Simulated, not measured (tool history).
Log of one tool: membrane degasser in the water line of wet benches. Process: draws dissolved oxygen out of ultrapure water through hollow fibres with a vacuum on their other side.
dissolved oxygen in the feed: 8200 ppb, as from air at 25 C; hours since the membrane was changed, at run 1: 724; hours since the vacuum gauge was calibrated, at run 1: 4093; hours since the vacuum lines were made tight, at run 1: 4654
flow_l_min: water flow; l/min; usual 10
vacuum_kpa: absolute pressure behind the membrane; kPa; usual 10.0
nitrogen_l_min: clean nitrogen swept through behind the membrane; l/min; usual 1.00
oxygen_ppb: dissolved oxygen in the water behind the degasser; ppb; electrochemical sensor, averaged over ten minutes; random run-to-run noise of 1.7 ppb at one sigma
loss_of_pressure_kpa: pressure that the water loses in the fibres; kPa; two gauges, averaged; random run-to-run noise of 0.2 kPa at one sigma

| run | hour | flow_l_min | vacuum_kpa | nitrogen_l_min | hours since the membrane was changed | hours since the vacuum gauge was calibrated | hours since the vacuum lines were made tight | oxygen_ppb | loss_of_pressure_kpa |
|---|---|---|---|---|---|---|---|---|---|
| 1 | 0.0 | 10 | 10.0 | 1.00 | 724 | 4093 | 4654 | 168.4 | 45.02 |
| 2 | 61.2 | 10 | 10.0 | 1.00 | 786 | 4154 | 4715 | 167.4 | 45.07 |
| 3 | 100.3 | 10 | 10.0 | 1.00 | 825 | 4193 | 4755 | 166.4 | 45.36 |
| 4 | 156.2 | 10 | 10.0 | 1.00 | 881 | 4249 | 4810 | 165.3 | 45.09 |
| 5 | 224.2 | 10 | 10.0 | 1.00 | 949 | 4317 | 4878 | 165.9 | 45.25 |
| 6 | 290.3 | 10 | 12.6 | 1.00 | 1015 | 4383 | 4945 | 227.6 | 45.42 |
| 7 | 340.3 | 10 | 12.6 | 1.00 | 1065 | 4433 | 4995 | 225.3 | 45.01 |
| 8 | 403.3 | 10 | 12.6 | 1.00 | 1128 | 4496 | 5058 | 226.9 | 45.37 |
| 9 | 442.2 | 10 | 12.6 | 1.00 | 1167 | 4535 | 5096 | 226.1 | 45.52 |
| 10 | 474.3 | 10 | 6.3 | 1.00 | 1199 | 4567 | 5129 | 81.7 | 45.46 |
| 11 | 542.5 | 10 | 6.3 | 1.00 | 1267 | 4635 | 5197 | 82.3 | 45.20 |
| 12 | 589.4 | 10 | 6.3 | 1.21 | 1314 | 4682 | 5244 | 71.0 | 45.41 |
| 13 | 651.2 | 10 | 10.0 | 0.85 | 1376 | 4744 | 5305 | 193.9 | 45.41 |
| 14 | 682.8 | 10 | 10.0 | 1.00 | 1407 | 4776 | 5337 | 167.6 | 45.17 |
| 15 | 729.3 | 10 | 10.0 | 1.00 | 1454 | 4822 | 5384 | 166.3 | 45.09 |
| 16 | 772.7 | 10 | 10.0 | 1.00 | 1497 | 4866 | 5427 | 165.4 | 45.14 |
| 17 | 820.4 | 10 | 10.0 | 1.00 | 1545 | 4913 | 5475 | 167.9 | 44.83 |
| 18 | 886.5 | 10 | 10.0 | 1.00 | 1611 | 4979 | 5541 | 168.0 | 44.88 |
| 19 | 929.2 | 10 | 10.0 | 1.00 | 1654 | 5022 | 5583 | 166.0 | 45.33 |
| 20 | 970.3 | 10 | 10.0 | 1.00 | 1695 | 5063 | 5625 | 166.5 | 45.42 |
| 21 | 1010.5 | 9 | 10.0 | 1.32 | 1735 | 5103 | 5665 | 116.1 | 40.71 |
| 22 | 1039.4 | 9 | 10.0 | 1.32 | 1764 | 5132 | 5694 | 116.3 | 40.58 |
| 23 | 1098.4 | 9 | 10.0 | 1.32 | 1823 | 5191 | 5753 | 117.4 | 40.73 |
| 24 | 1167.3 | 9 | 10.0 | 1.32 | 1892 | 5260 | 5822 | 117.2 | 40.84 |
| 25 | 1217.3 | 15 | 9.0 | 1.00 | 1942 | 5310 | 5872 | 240.1 | 67.87 |
| 26 | 1269.1 | 6 | 9.8 | 1.00 | 1994 | 5362 | 5923 | 95.3 | 27.21 |
| 27 | 1325.2 | 6 | 9.2 | 0.63 | 2050 | 5418 | 5980 | 133.1 | 27.26 |
| 28 | 1360.4 | 10 | 10.8 | 1.32 | 2085 | 5453 | 6015 | 146.0 | 45.18 |
| 29 | 1419.5 | 10 | 10.8 | 1.32 | 2144 | 5512 | 6074 | 144.7 | 45.16 |
| 30 | 1455.9 | 12 | 10.8 | 1.32 | 2180 | 5549 | 6110 | 180.5 | 54.22 |
| 31 | 1498.5 | 12 | 10.8 | 1.32 | 2223 | 5591 | 6153 | 182.2 | 54.23 |
| 32 | 1528.5 | 6 | 10.8 | 1.29 | 2253 | 5621 | 6183 | 88.1 | 27.39 |

Alternative continuations, all from the tool just after run 32; predict every row:
| A | 1585.0 | 6 | 22.9 | 1.29 | 2309 | 5678 | 6239 | ? | ? |
| B | 1585.0 | 10 | 10.1 | 1.00 | 2309 | 5678 | 6239 | ? | ? |
| C | 1585.0 | 9 | 10.8 | 1.29 | 2309 | 5678 | 6239 | ? | ? |

| run | oxygen_ppb | loss_of_pressure_kpa |
|---|---|---|
| A | 224.3 | 27.11 |
| B | 171.0 | 45.56 |
| C | 132.5 | 40.74 |
Without the tool's unlogged condition, the same runs would have read:
| run | oxygen_ppb | loss_of_pressure_kpa |
|---|---|---|
| A | 223.4 | 27.10 |
| B | 170.3 | 45.53 |
| C | 131.9 | 40.71 |
